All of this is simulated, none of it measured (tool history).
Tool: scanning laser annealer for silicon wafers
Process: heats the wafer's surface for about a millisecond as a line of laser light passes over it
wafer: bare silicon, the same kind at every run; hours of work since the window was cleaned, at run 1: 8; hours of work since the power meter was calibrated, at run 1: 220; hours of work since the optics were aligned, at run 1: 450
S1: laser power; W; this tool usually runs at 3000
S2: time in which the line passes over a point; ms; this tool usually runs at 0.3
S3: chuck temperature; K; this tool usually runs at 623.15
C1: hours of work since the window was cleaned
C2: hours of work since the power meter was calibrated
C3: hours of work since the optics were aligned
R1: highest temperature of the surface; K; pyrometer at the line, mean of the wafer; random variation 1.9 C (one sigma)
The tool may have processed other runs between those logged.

run	day	S1	S2	S3	C1	C2	C3	R1
1	0	3000	0.3	623.15	8	220	450	1396.15
2	0.775	3000	0.3	623.15	16	229	459	1396.15
3	1.208	3000	0.3	623.15	21	234	464	1395.15
4	1.838	3000	0.3	623.15	28	241	471	1393.15
5	2.317	3000	0.3	623.15	34	246	476	1391.15
6	3.062	3000	0.3	623.15	42	255	484	1395.15
7	3.758	3000	0.3	623.15	50	263	492	1393.15
8	4.279	3000	0.275	623.15	56	268	498	1357.15
9	4.825	3000	0.275	623.15	62	275	504	1357.15
10	5.592	3000	0.3	623.15	71	283	513	1389.15
11	6.412	3000	0.3	623.15	80	293	522	1390.15
12	7.008	3000	0.3	623.15	87	299	529	1391.15
# day 7.129: window over the wafer cleaned
13	7.592	3000	0.237	623.15	5	305	535	1294.15
14	8.35	3000	0.237	623.15	14	313	543	1296.15
# day 8.508: window over the wafer cleaned, once more
15	9.154	3000	0.237	623.15	7	322	551	1302.15
16	9.512	3000	0.237	586.15	11	326	556	1265.15
17	10.021	3000	0.237	586.15	17	331	561	1261.15
18	10.717	3000	0.237	586.15	25	339	569	1262.15
19	11.162	3000	0.3	623.15	30	344	574	1395.15
20	11.721	2801	0.3	623.15	36	351	580	1331.15
21	12.379	2801	0.3	623.15	44	358	588	1329.15
22	12.875	2801	0.3	623.15	49	364	593	1331.15
23	13.521	2649	0.236	623.15	57	371	601	1206.15
24	14.162	2649	0.236	623.15	64	378	608	1204.15
25	14.75	2884	0.277	652.15	71	385	615	1356.15
26	15.167	3000	0.3	633.15	75	390	619	1401.15
27	15.671	3000	0.3	633.15	81	395	625	1399.15
28	16.467	2907	0.212	623.15	90	404	634	1235.15
29	17.1	2907	0.212	623.15	97	411	641	1233.15
30	17.704	3000	0.246	662.15	104	418	648	1349.15
31	18.083	3165	0.246	599.15	108	423	652	1334.15
32	18.458	2754	0.228	655.15	112	427	657	1245.15
33	19.246	2754	0.228	655.15	121	436	666	1247.15
34	19.912	2829	0.312	648.15	129	443	673	1376.15
35	20.754	2829	0.312	648.15	138	453	683	1379.15
36	21.55	2829	0.312	648.15	147	462	692	1377.15
37	22.338	2706	0.365	655.15	156	471	700	1406.15
38	22.758	2782	0.362	598.15	161	475	705	1370.15
39	23.579	2782	0.362	598.15	170	485	714	1373.15
40	24.183	2782	0.362	598.15	177	491	721	1367.15

Some steps in R1 between neighbouring runs. How much of each would the tool show without its hidden state too (settings, what came in, random variation), and how much is left for the hidden state, with any gauge scatter that isn't in both results?
Unlogged tool condition in this case: light that passes the window, % of a clean one's; laser's true power over the reading, %; width of the line over the set one, %; drift of the gauge itself on peak_c, C.
Run 12 -> 13: S2 0.3 -> 0.237, window over the wafer cleaned. R1 -97 K: hidden state -2, all else -95.
Run 14 -> 15: window over the wafer cleaned, once more. R1 +6 K: hidden state +7, all else -1.
Run 18 -> 19: S2 0.237 -> 0.3, S3 586.15 -> 623.15. R1 +133 K: hidden state -1, all else +134.
Run 24 -> 25: S1 2649 -> 2884, S2 0.236 -> 0.277, S3 623.15 -> 652.15. R1 +152 K: hidden state -1, all else +153.
Run 27 -> 28: S1 3000 -> 2907, S2 0.3 -> 0.212, S3 633.15 -> 623.15. R1 -164 K: hidden state +1, all else -165.
Run 33 -> 34: S1 2754 -> 2829, S2 0.228 -> 0.312, S3 655.15 -> 648.15. R1 +129 K: hidden state -3, all else +132.
